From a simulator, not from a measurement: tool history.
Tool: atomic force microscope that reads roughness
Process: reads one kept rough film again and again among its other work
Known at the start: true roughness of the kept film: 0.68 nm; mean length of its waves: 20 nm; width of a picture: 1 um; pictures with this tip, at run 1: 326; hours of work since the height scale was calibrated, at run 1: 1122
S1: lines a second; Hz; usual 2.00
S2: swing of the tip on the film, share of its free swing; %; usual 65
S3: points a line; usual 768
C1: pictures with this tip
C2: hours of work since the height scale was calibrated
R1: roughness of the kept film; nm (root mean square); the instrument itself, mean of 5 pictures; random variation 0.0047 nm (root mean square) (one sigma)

run   hour    S1  S2   S3   C1    C2     R1
  1    0.0  2.00  65  768  326  1122  0.624
       6.4  -- new tip fitted
  2   43.6  2.00  65  768   73  1151  0.623
  3  125.0  2.00  65  768  231  1206  0.620
     176.4  -- new tip fitted
  4  199.4  2.00  75  768   45  1255  0.601
  5  269.4  2.00  75  768  181  1302  0.614
  6  315.0  2.00  75  768  270  1333  0.601
     345.6  -- new tip fitted
  7  378.9  2.86  73  342   65  1376  0.582
  8  425.1  2.86  73  342  155  1407  0.586
  9  489.2  2.86  73  841  280  1450  0.599
     515.5  -- new tip fitted
 10  558.3  1.78  65  768   83  1496  0.635

Forecast each of these 5 alternatives for the next run:
  A  626.5  2.25  65  857  216  1542   ?
  B  626.5  0.77  84  599  216  1542   ?
  C  626.5  0.67  79  283  216  1542   ?
  D  626.5  2.00  65  802  216  1542   ?
  E  626.5  0.71  85  792  216  1542   ?

run     R1
  A  0.621
  B  0.623
  C  0.611
  D  0.627
  E  0.617
Without the tool's hidden state the same runs would have given:
run     R1
  A  0.622
  B  0.624
  C  0.611
  D  0.628
  E  0.618
